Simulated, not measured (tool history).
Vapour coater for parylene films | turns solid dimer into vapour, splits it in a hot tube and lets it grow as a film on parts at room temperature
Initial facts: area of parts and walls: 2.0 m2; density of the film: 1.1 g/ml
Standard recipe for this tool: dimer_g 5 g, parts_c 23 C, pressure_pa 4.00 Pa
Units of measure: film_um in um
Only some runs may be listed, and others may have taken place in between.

run	hour	dimer_g	parts_c	pressure_pa	film_um
1	0.0	5	23	4.00	1.01
2	52.5	5	23	4.00	1.02
3	89.4	5	23	4.00	0.99
4	125.4	5	23	4.00	1.01
5	157.4	5	23	2.28	1.13
6	224.2	5	23	2.28	1.10
7	290.9	5	23	2.28	1.11
8	338.9	5	23	2.28	1.13
9	400.3	5	23	2.28	1.10
10	436.6	5	23	2.28	1.07
11	487.6	5	23	8.46	0.85
12	528.5	5	23	8.46	0.82
13	585.7	5	23	4.00	0.96
14	640.0	5	23	4.00	0.94
# hour 671.1: trap's valve overhauled
15	713.4	5	23	4.00	1.09
16	748.1	5	23	4.00	1.06
17	821.5	5	23	4.00	1.06
18	857.8	5	23	4.00	1.07
19	902.7	4	23	10.99	0.68
20	947.3	2	18	10.99	0.38
21	1002.8	2	18	3.75	0.48
22	1060.9	5	31	3.67	0.85
# hour 1084.6: table's thermometer calibrated
23	1116.7	5	31	3.67	0.88
24	1175.5	5	27	2.54	1.02
25	1230.3	9	23	5.20	1.77
26	1282.2	9	23	5.20	1.73
27	1334.9	3	23	5.04	0.60
28	1405.7	6	17	2.69	1.52
29	1475.0	3	18	4.00	0.64

Estimate the outcome of run 30 from the log above:
30	1526.5	3	18	4.00	?

{"run 30": {"film_um": 0.7}}
If the tool had no hidden condition, the same run with the same run-to-run variation would have returned film_um 0.77 um.
